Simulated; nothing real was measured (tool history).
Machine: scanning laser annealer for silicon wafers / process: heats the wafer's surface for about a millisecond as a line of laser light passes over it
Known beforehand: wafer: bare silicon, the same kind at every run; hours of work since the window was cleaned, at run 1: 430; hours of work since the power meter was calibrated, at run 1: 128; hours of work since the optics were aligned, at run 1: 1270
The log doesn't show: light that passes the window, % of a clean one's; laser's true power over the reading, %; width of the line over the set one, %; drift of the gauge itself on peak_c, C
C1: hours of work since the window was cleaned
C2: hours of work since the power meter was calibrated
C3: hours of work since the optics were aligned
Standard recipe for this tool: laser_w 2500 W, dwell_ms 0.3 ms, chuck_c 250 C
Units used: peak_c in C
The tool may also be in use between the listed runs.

{"run": 1, "hour": 0.0, "laser_w": 2500, "dwell_ms": 0.3, "chuck_c": 250, "C1": 430, "C2": 128, "C3": 1270, "peak_c": 1031}
{"run": 2, "hour": 22.4, "laser_w": 2500, "dwell_ms": 0.3, "chuck_c": 260, "C1": 440, "C2": 138, "C3": 1280, "peak_c": 1039}
{"run": 3, "hour": 59.8, "laser_w": 2500, "dwell_ms": 0.3, "chuck_c": 260, "C1": 457, "C2": 155, "C3": 1297, "peak_c": 1038}
{"run": 4, "hour": 107.3, "laser_w": 2500, "dwell_ms": 0.3, "chuck_c": 260, "C1": 479, "C2": 176, "C3": 1318, "peak_c": 1034}
{"hour": 118.4, "done": "window over the wafer cleaned"}
{"run": 5, "hour": 140.1, "laser_w": 2500, "dwell_ms": 0.3, "chuck_c": 260, "C1": 10, "C2": 190, "C3": 1332, "peak_c": 1060}
{"run": 6, "hour": 179.0, "laser_w": 2500, "dwell_ms": 0.3, "chuck_c": 260, "C1": 27, "C2": 208, "C3": 1350, "peak_c": 1057}
{"run": 7, "hour": 219.8, "laser_w": 2500, "dwell_ms": 0.329, "chuck_c": 250, "C1": 46, "C2": 226, "C3": 1368, "peak_c": 1089}
{"run": 8, "hour": 242.8, "laser_w": 2500, "dwell_ms": 0.3, "chuck_c": 235, "C1": 56, "C2": 237, "C3": 1379, "peak_c": 1031}
{"run": 9, "hour": 290.4, "laser_w": 2500, "dwell_ms": 0.3, "chuck_c": 288, "C1": 78, "C2": 258, "C3": 1400, "peak_c": 1083}
{"run": 10, "hour": 324.8, "laser_w": 2500, "dwell_ms": 0.345, "chuck_c": 250, "C1": 93, "C2": 274, "C3": 1416, "peak_c": 1113}
{"run": 11, "hour": 377.4, "laser_w": 2500, "dwell_ms": 0.3, "chuck_c": 250, "C1": 117, "C2": 298, "C3": 1439, "peak_c": 1040}
{"hour": 383.5, "done": "laser's power meter calibrated"}
{"run": 12, "hour": 407.1, "laser_w": 2500, "dwell_ms": 0.3, "chuck_c": 250, "C1": 129, "C2": 11, "C3": 1452, "peak_c": 1039}
{"run": 13, "hour": 448.7, "laser_w": 2331, "dwell_ms": 0.3, "chuck_c": 250, "C1": 148, "C2": 29, "C3": 1470, "peak_c": 991}
{"run": 14, "hour": 496.9, "laser_w": 2500, "dwell_ms": 0.3, "chuck_c": 210, "C1": 170, "C2": 51, "C3": 1492, "peak_c": 1004}
{"run": 15, "hour": 551.2, "laser_w": 2500, "dwell_ms": 0.3, "chuck_c": 210, "C1": 194, "C2": 76, "C3": 1517, "peak_c": 998}
{"run": 16, "hour": 599.4, "laser_w": 2500, "dwell_ms": 0.3, "chuck_c": 250, "C1": 216, "C2": 98, "C3": 1539, "peak_c": 1040}
{"hour": 633.5, "done": "laser's power meter calibrated, once more"}
{"run": 17, "hour": 634.8, "laser_w": 2500, "dwell_ms": 0.3, "chuck_c": 250, "C1": 231, "C2": 1, "C3": 1553, "peak_c": 1039}
{"run": 18, "hour": 677.2, "laser_w": 2500, "dwell_ms": 0.3, "chuck_c": 250, "C1": 250, "C2": 20, "C3": 1572, "peak_c": 1037}
{"run": 19, "hour": 730.4, "laser_w": 2500, "dwell_ms": 0.3, "chuck_c": 250, "C1": 274, "C2": 44, "C3": 1596, "peak_c": 1036}
{"run": 20, "hour": 754.7, "laser_w": 2444, "dwell_ms": 0.3, "chuck_c": 250, "C1": 285, "C2": 55, "C3": 1607, "peak_c": 1018}
{"run": 21, "hour": 779.3, "laser_w": 2715, "dwell_ms": 0.246, "chuck_c": 264, "C1": 296, "C2": 66, "C3": 1619, "peak_c": 1015}
{"run": 22, "hour": 817.4, "laser_w": 2515, "dwell_ms": 0.289, "chuck_c": 280, "C1": 313, "C2": 83, "C3": 1636, "peak_c": 1053}
{"run": 23, "hour": 850.0, "laser_w": 2500, "dwell_ms": 0.325, "chuck_c": 250, "C1": 328, "C2": 98, "C3": 1651, "peak_c": 1076}
{"run": 24, "hour": 901.0, "laser_w": 2738, "dwell_ms": 0.276, "chuck_c": 271, "C1": 351, "C2": 121, "C3": 1674, "peak_c": 1084}
{"hour": 920.7, "done": "optics aligned, line set to its width"}
{"run": 25, "hour": 932.9, "laser_w": 2500, "dwell_ms": 0.3, "chuck_c": 272, "C1": 363, "C2": 133, "C3": 6, "peak_c": 1061}
{"run": 26, "hour": 984.3, "laser_w": 2500, "dwell_ms": 0.348, "chuck_c": 211, "C1": 387, "C2": 156, "C3": 29, "peak_c": 1068}
{"run": 27, "hour": 1035.0, "laser_w": 2278, "dwell_ms": 0.3, "chuck_c": 250, "C1": 410, "C2": 179, "C3": 52, "peak_c": 970}
{"run": 28, "hour": 1068.2, "laser_w": 2278, "dwell_ms": 0.3, "chuck_c": 250, "C1": 425, "C2": 194, "C3": 67, "peak_c": 970}
{"run": 29, "hour": 1123.7, "laser_w": 2690, "dwell_ms": 0.244, "chuck_c": 282, "C1": 450, "C2": 219, "C3": 92, "peak_c": 1027}
{"run": 30, "hour": 1178.0, "laser_w": 2720, "dwell_ms": 0.318, "chuck_c": 282, "C1": 474, "C2": 244, "C3": 116, "peak_c": 1160}
{"hour": 1196.5, "done": "window over the wafer cleaned"}
{"run": 31, "hour": 1228.4, "laser_w": 2128, "dwell_ms": 0.3, "chuck_c": 251, "C1": 14, "C2": 266, "C3": 138, "peak_c": 939}
{"run": 32, "hour": 1256.3, "laser_w": 2262, "dwell_ms": 0.24, "chuck_c": 220, "C1": 27, "C2": 279, "C3": 151, "peak_c": 860}
{"run": 33, "hour": 1303.0, "laser_w": 2500, "dwell_ms": 0.244, "chuck_c": 250, "C1": 48, "C2": 300, "C3": 172, "peak_c": 959}
{"run": 34, "hour": 1355.9, "laser_w": 2289, "dwell_ms": 0.254, "chuck_c": 262, "C1": 72, "C2": 324, "C3": 196, "peak_c": 931}
{"run": 35, "hour": 1404.1, "laser_w": 2500, "dwell_ms": 0.3, "chuck_c": 250, "C1": 94, "C2": 345, "C3": 218, "peak_c": 1045}
{"run": 36, "hour": 1453.2, "laser_w": 2235, "dwell_ms": 0.255, "chuck_c": 257, "C1": 116, "C2": 368, "C3": 240, "peak_c": 913}
{"run": 37, "hour": 1487.0, "laser_w": 2223, "dwell_ms": 0.255, "chuck_c": 211, "C1": 131, "C2": 383, "C3": 255, "peak_c": 858}
{"run": 38, "hour": 1528.8, "laser_w": 2223, "dwell_ms": 0.222, "chuck_c": 226, "C1": 150, "C2": 402, "C3": 274, "peak_c": 822}
{"run": 39, "hour": 1563.2, "laser_w": 2512, "dwell_ms": 0.257, "chuck_c": 258, "C1": 166, "C2": 417, "C3": 290, "peak_c": 986}
{"run": 40, "hour": 1589.5, "laser_w": 2529, "dwell_ms": 0.3, "chuck_c": 252, "C1": 178, "C2": 429, "C3": 302, "peak_c": 1057}

Predict each of these 4 candidate next runs independently; none follows another, all start after run 40:
{"run": "A", "hour": 1636.4, "laser_w": 2500, "dwell_ms": 0.341, "chuck_c": 250, "C1": 199, "C2": 451, "C3": 323, "peak_c": "?"}
{"run": "B", "hour": 1636.4, "laser_w": 2257, "dwell_ms": 0.219, "chuck_c": 277, "C1": 199, "C2": 451, "C3": 323, "peak_c": "?"}
{"run": "C", "hour": 1636.4, "laser_w": 2529, "dwell_ms": 0.258, "chuck_c": 262, "C1": 199, "C2": 451, "C3": 323, "peak_c": "?"}
{"run": "D", "hour": 1636.4, "laser_w": 2529, "dwell_ms": 0.238, "chuck_c": 252, "C1": 199, "C2": 451, "C3": 323, "peak_c": "?"}

run=A peak_c=1103
run=B peak_c=880
run=C peak_c=997
run=D peak_c=952
The same runs, with their run-to-run variation unchanged, on a tool lacking any hidden condition would have given:
run=A peak_c=1117
run=B peak_c=889
run=C peak_c=1008
run=D peak_c=963
